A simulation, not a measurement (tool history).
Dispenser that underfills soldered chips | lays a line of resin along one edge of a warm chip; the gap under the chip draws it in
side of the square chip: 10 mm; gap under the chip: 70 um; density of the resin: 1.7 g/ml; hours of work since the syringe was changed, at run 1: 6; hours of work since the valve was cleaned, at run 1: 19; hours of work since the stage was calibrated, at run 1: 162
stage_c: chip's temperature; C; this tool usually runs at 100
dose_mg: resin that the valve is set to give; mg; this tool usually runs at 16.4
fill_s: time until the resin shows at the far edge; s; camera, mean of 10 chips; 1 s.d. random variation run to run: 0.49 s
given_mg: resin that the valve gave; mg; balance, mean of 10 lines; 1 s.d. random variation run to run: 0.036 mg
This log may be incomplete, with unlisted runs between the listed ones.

| run | day | stage_c | dose_mg | hours of work since the syringe was changed | hours of work since the valve was cleaned | hours of work since the stage was calibrated | fill_s | given_mg |
|---|---|---|---|---|---|---|---|---|
| 1 | 0.000 | 100 | 16.4 | 6 | 19 | 162 | 53.8 | 16.30 |
|  | 0.067 | new syringe of resin |
| 2 | 0.175 | 111 | 16.4 | 2 | 22 | 165 | 31.4 | 16.31 |
| 3 | 0.333 | 111 | 16.4 | 4 | 24 | 167 | 34.9 | 16.26 |
|  | 0.529 | new syringe of resin |
| 4 | 0.529 | 111 | 16.4 | 0 | 27 | 170 | 28.8 | 16.21 |
| 5 | 0.775 | 100 | 16.4 | 4 | 31 | 174 | 48.9 | 16.24 |
|  | 0.996 | new syringe of resin |
| 6 | 1.038 | 100 | 16.4 | 1 | 34 | 177 | 40.5 | 16.18 |
| 7 | 1.338 | 100 | 16.4 | 5 | 39 | 182 | 51.6 | 16.21 |
|  | 1.450 | new syringe of resin |
| 8 | 1.671 | 100 | 16.4 | 3 | 44 | 187 | 45.1 | 16.16 |
|  | 1.912 | new syringe of resin |
| 9 | 1.929 | 97 | 16.4 | 0 | 47 | 191 | 42.9 | 15.99 |
| 10 | 2.167 | 112 | 16.4 | 4 | 51 | 194 | 35.7 | 16.07 |
| 11 | 2.325 | 112 | 16.4 | 6 | 53 | 197 | 39.9 | 16.08 |
|  | 2.383 | new syringe of resin |
| 12 | 2.512 | 111 | 16.4 | 2 | 56 | 199 | 32.0 | 16.07 |
| 13 | 2.742 | 100 | 17.7 | 5 | 59 | 203 | 52.5 | 17.31 |
|  | 2.838 | new syringe of resin |
| 14 | 2.946 | 100 | 17.7 | 2 | 62 | 205 | 42.6 | 17.34 |
|  | 3.033 | dispensing valve cleaned and set on the balance |
| 15 | 3.179 | 100 | 17.7 | 5 | 2 | 208 | 50.0 | 17.76 |
|  | 3.342 | new syringe of resin |
| 16 | 3.342 | 100 | 17.7 | 0 | 4 | 211 | 37.8 | 17.73 |
| 17 | 3.562 | 100 | 16.4 | 3 | 8 | 214 | 44.9 | 16.33 |
|  | 3.808 | new syringe of resin |
| 18 | 3.879 | 113 | 16.4 | 1 | 12 | 219 | 29.1 | 16.38 |
| 19 | 4.079 | 111 | 15.9 | 4 | 15 | 222 | 37.1 | 15.84 |
|  | 4.262 | new syringe of resin |
| 20 | 4.275 | 111 | 15.9 | 0 | 18 | 224 | 30.2 | 15.84 |
| 21 | 4.604 | 111 | 15.9 | 5 | 23 | 229 | 39.2 | 15.78 |
|  | 4.725 | new syringe of resin |
| 22 | 4.846 | 100 | 15.8 | 2 | 27 | 233 | 43.2 | 15.61 |
| 23 | 5.092 | 105 | 17.8 | 6 | 30 | 236 | 46.9 | 17.61 |
|  | 5.179 | new syringe of resin |
| 24 | 5.421 | 86 | 19.8 | 4 | 35 | 241 | 69.2 | 19.54 |
|  | 5.642 | new syringe of resin |
| 25 | 5.712 | 86 | 19.8 | 1 | 39 | 245 | 60.3 | 19.52 |
| 26 | 5.996 | 86 | 19.8 | 5 | 43 | 250 | 77.3 | 19.51 |
|  | 6.125 | new syringe of resin |
| 27 | 6.208 | 98 | 20.2 | 1 | 47 | 253 | 44.4 | 19.92 |
| 28 | 6.479 | 100 | 16.8 | 5 | 51 | 257 | 53.1 | 16.50 |
|  | 6.604 | new syringe of resin |
| 29 | 6.700 | 101 | 17.1 | 1 | 54 | 260 | 42.2 | 16.77 |
| 30 | 7.004 | 101 | 17.1 | 6 | 58 | 264 | 53.6 | 16.70 |
|  | 7.058 | new syringe of resin |
| 31 | 7.258 | 101 | 15.4 | 3 | 62 | 268 | 46.1 | 15.05 |
|  | 7.358 | dispensing valve cleaned and set on the balance |
|  | 7.554 | new syringe of resin |
| 32 | 7.554 | 115 | 21.2 | 0 | 3 | 272 | 24.8 | 21.23 |
| 33 | 7.729 | 90 | 17.3 | 3 | 5 | 274 | 59.7 | 17.31 |

The next listed run, before its measurement:
|  | 8.021 | new syringe of resin |
| 34 | 8.021 | 101 | 16.4 | 0 | 10 | 279 | ? | ? |

{"run 34": {"fill_s": 38.7, "given_mg": 16.3}}
Had the tool carried no hidden state, the very same run would have given fill_s 37.6 s, given_mg 16.34 mg.

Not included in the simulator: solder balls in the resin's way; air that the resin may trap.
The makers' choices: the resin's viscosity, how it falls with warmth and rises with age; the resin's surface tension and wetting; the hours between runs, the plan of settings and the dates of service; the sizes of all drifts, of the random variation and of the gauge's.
